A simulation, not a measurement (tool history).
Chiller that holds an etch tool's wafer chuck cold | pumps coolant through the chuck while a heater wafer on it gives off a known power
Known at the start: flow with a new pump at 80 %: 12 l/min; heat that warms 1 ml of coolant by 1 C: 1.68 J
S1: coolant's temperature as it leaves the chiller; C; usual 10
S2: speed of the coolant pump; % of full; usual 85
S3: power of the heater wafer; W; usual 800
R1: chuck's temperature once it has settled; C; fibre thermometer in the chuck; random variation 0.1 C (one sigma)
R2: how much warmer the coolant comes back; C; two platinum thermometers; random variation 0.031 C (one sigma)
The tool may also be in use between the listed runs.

| run | hour | S1 | S2 | S3 | R1 | R2 |
|---|---|---|---|---|---|---|
| 1 | 0 | 10 | 85 | 800 | 15.4 | 2.26 |
| 2 | 202.2 | 10 | 85 | 800 | 15.6 | 2.31 |
| 3 | 328.4 | 10 | 85 | 800 | 15.5 | 2.24 |
| 4 | 507.4 | 10 | 85 | 800 | 15.7 | 2.28 |
| 5 | 706.5 | 10 | 85 | 800 | 15.9 | 2.35 |
| 6 | 816.8 | 10 | 85 | 800 | 15.8 | 2.32 |
| 7 | 1005 | 10 | 85 | 800 | 15.9 | 2.27 |
| 8 | 1178.4 | 10 | 85 | 800 | 16 | 2.36 |
| 9 | 1354.5 | 10 | 85 | 800 | 16.3 | 2.34 |
| 10 | 1467 | 10 | 85 | 800 | 16.2 | 2.35 |
| 11 | 1661.5 | 10 | 85 | 800 | 16.4 | 2.39 |
| 12 | 1779.9 | 10 | 85 | 800 | 16.3 | 2.35 |
| 13 | 1983.3 | 10 | 85 | 800 | 16.6 | 2.39 |
| 14 | 2155.3 | 10 | 85 | 634 | 15.5 | 1.9 |
| 15 | 2267.3 | 1 | 74 | 800 | 8.3 | 2.81 |
| 16 | 2451.2 | 5 | 66 | 800 | 13 | 3.23 |
| 17 | 2552.8 | 5 | 80 | 800 | 12 | 2.59 |
|  | 2621.2 | chiller's thermometer calibrated |
| 18 | 2705.2 | 13 | 80 | 776 | 18.9 | 2.54 |
| 19 | 2876.3 | 13 | 80 | 776 | 18.8 | 2.5 |
| 20 | 3077 | 13 | 80 | 776 | 18.9 | 2.56 |
| 21 | 3239.3 | 19 | 98 | 956 | 25.5 | 2.49 |
| 22 | 3386.4 | 18 | 96 | 1012 | 25.1 | 2.69 |
| 23 | 3534.2 | 8 | 96 | 1189 | 16.5 | 3.2 |
| 24 | 3694.4 | 8 | 96 | 1189 | 16.5 | 3.24 |
|  | 3715.5 | coolant changed, channels flushed |
| 25 | 3835.3 | 8 | 96 | 1189 | 15.4 | 3.17 |
| 26 | 3990 | 10 | 86 | 710 | 14.9 | 2.21 |

The same runs without the tool's hidden state, with the same run-to-run variation:
The hidden state here: heat passed by the chuck's channels, % of clean ones'; flow at a given pump speed, % of a new pump's; coolant's true temperature over the reading, C; drift of the gauge itself on chuck_c, C; drift of the gauge itself on warmer_back_c, C.
| run | R1 | R2 |
|---|---|---|
| 1 | 14.7 | 2.22 |
| 2 | 14.8 | 2.25 |
| 3 | 14.6 | 2.18 |
| 4 | 14.7 | 2.21 |
| 5 | 14.9 | 2.26 |
| 6 | 14.7 | 2.24 |
| 7 | 14.7 | 2.18 |
| 8 | 14.7 | 2.26 |
| 9 | 15 | 2.22 |
| 10 | 14.8 | 2.22 |
| 11 | 14.8 | 2.25 |
| 12 | 14.6 | 2.21 |
| 13 | 14.9 | 2.23 |
| 14 | 13.8 | 1.77 |
| 15 | 6.3 | 2.61 |
| 16 | 10.8 | 2.98 |
| 17 | 9.9 | 2.38 |
| 18 | 18 | 2.33 |
| 19 | 17.8 | 2.29 |
| 20 | 17.8 | 2.33 |
| 21 | 24.2 | 2.25 |
| 22 | 23.6 | 2.43 |
| 23 | 14.7 | 2.87 |
| 24 | 14.6 | 2.9 |
| 25 | 14.5 | 2.82 |
| 26 | 14 | 1.96 |
